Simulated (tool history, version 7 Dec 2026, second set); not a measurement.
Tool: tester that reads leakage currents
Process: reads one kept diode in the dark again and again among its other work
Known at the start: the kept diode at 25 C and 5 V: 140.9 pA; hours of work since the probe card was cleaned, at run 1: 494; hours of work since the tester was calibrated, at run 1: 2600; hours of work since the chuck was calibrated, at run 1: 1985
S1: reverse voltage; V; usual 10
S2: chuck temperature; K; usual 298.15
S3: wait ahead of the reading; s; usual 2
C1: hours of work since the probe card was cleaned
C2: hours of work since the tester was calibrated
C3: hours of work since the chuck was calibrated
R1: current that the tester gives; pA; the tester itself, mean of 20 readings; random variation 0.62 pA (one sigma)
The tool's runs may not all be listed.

run	hour	S1	S2	S3	C1	C2	C3	R1
1	0	10	298.15	2	494	2600	1985	229.34
2	246.5	1.6	298.15	2	651	2757	2143	86.23
# hour 267.5: chuck's temperature calibrated
3	474.4	1.6	298.15	2	795	2901	132	80.32
4	686.9	10	298.15	2	931	3036	267	220.96
5	895.8	10	298.15	2	1064	3169	400	223.22
6	1049.5	10	298.15	2	1162	3267	498	224.37
7	1288.8	10	298.15	0.91	1314	3420	651	227.26
8	1521.2	10	298.15	0.91	1462	3568	799	232.06
9	1772.1	10	298.15	2	1622	3728	959	234.32
# hour 1964.9: tester calibrated
10	1964.9	10	298.15	2	1744	0	1080	231.08
11	2197	10	298.15	2	1892	148	1228	233.17
12	2454.8	10	305.15	2	2056	312	1392	376.4
13	2692.9	10	307.15	2	2208	464	1544	432.25
14	2938.8	1.6	298.15	2	2364	621	1701	87.04
15	3160.4	10	298.15	0.66	2506	762	1842	246.83
16	3376.3	10	298.15	2	2643	899	1980	247.89
17	3584	10	298.15	1.06	2776	1032	2112	252.03
# hour 3671.6: chuck's temperature calibrated
18	3801.9	10	298.15	1.06	2913	1169	83	230.44
# hour 3971: probe card cleaned and baked
19	4070.8	10	298.15	2	64	1339	252	208.76
20	4274.3	10	298.15	2	193	1468	382	211.18
21	4391.5	10	298.15	2	268	1543	457	212.25
22	4653.7	1.3	316.15	1.11	435	1710	624	240.35
23	4834.3	11.4	298.15	2	550	1825	739	234
24	4967.7	10	307.15	7.89	635	1910	824	404.41
25	5103.3	10	298.15	2.94	722	1997	910	221.69
26	5266.8	10	297.15	2.94	826	2101	1015	207.15
27	5398.9	10	297.15	2.94	910	2185	1099	209.1
28	5518.7	10.3	297.15	3.16	986	2261	1175	213.24
29	5718.6	10	298.15	6.24	1114	2389	1302	228.43
30	5852	7.5	324.15	3.66	1199	2474	1387	1049.03
31	5991.9	7.5	324.15	3.66	1288	2563	1477	1058.02
32	6146.3	3.2	311.15	1.65	1386	2661	1575	296.46
33	6386.1	2	294.15	3.24	1539	2814	1728	73.82
34	6642.6	2	294.15	3.24	1702	2978	1891	74.4
35	6841.2	2.3	310.15	1.05	1829	3104	2018	238.59
# hour 7058.1: chuck's temperature calibrated
36	7118.8	2.3	310.15	1.05	2005	3280	39	221.51
37	7343.5	5.2	296.15	1.05	2148	3423	182	139.25
38	7580.4	5.2	296.15	1.05	2299	3574	333	141.57
39	7835.2	5.2	296.15	1.05	2461	3736	495	143.18
40	7993.7	5.2	296.15	1.05	2562	3837	596	143.55

How the hidden state differs across the entries between the runs, from the last listed run before each to the first after it:
Between runs 2 and 3: chuck's temperature calibrated (hour 267.5)
  stray current of the dirty probe card, pA a volt: 0.501 -> 0.623; current scale over the true one, %: 1.73 -> 1.83; true chuck temperature over the reading, C: 1.31 -> 0.22
  measured less the result without the state, R1: +9.71 -> +3.62 pA
Between runs 9 and 10: tester calibrated (hour 1964.9)
  stray current of the dirty probe card, pA a volt: 1.318 -> 1.423; current scale over the true one, %: 2.36 -> 0.17; true chuck temperature over the reading, C: 0.72 -> 0.79
  measured less the result without the state, R1: +29.24 -> +26.36 pA
Between runs 17 and 18: chuck's temperature calibrated (hour 3671.6)
  stray current of the dirty probe card, pA a volt: 2.321 -> 2.434; current scale over the true one, %: 0.85 -> 0.94; true chuck temperature over the reading, C: 1.43 -> -0.01
  measured less the result without the state, R1: +47.08 -> +26.08 pA
Between runs 18 and 19: probe card cleaned and baked (hour 3971)
  stray current of the dirty probe card, pA a volt: 2.434 -> 0.073; current scale over the true one, %: 0.94 -> 1.04; true chuck temperature over the reading, C: -0.01 -> 0.1
  measured less the result without the state, R1: +26.08 -> +4.09 pA
Between runs 35 and 36: chuck's temperature calibrated (hour 7058.1)
  stray current of the dirty probe card, pA a volt: 1.629 -> 1.773; current scale over the true one, %: 2.16 -> 2.28; true chuck temperature over the reading, C: 1.14 -> 0.08
  measured less the result without the state, R1: +25.48 -> +10.04 pA
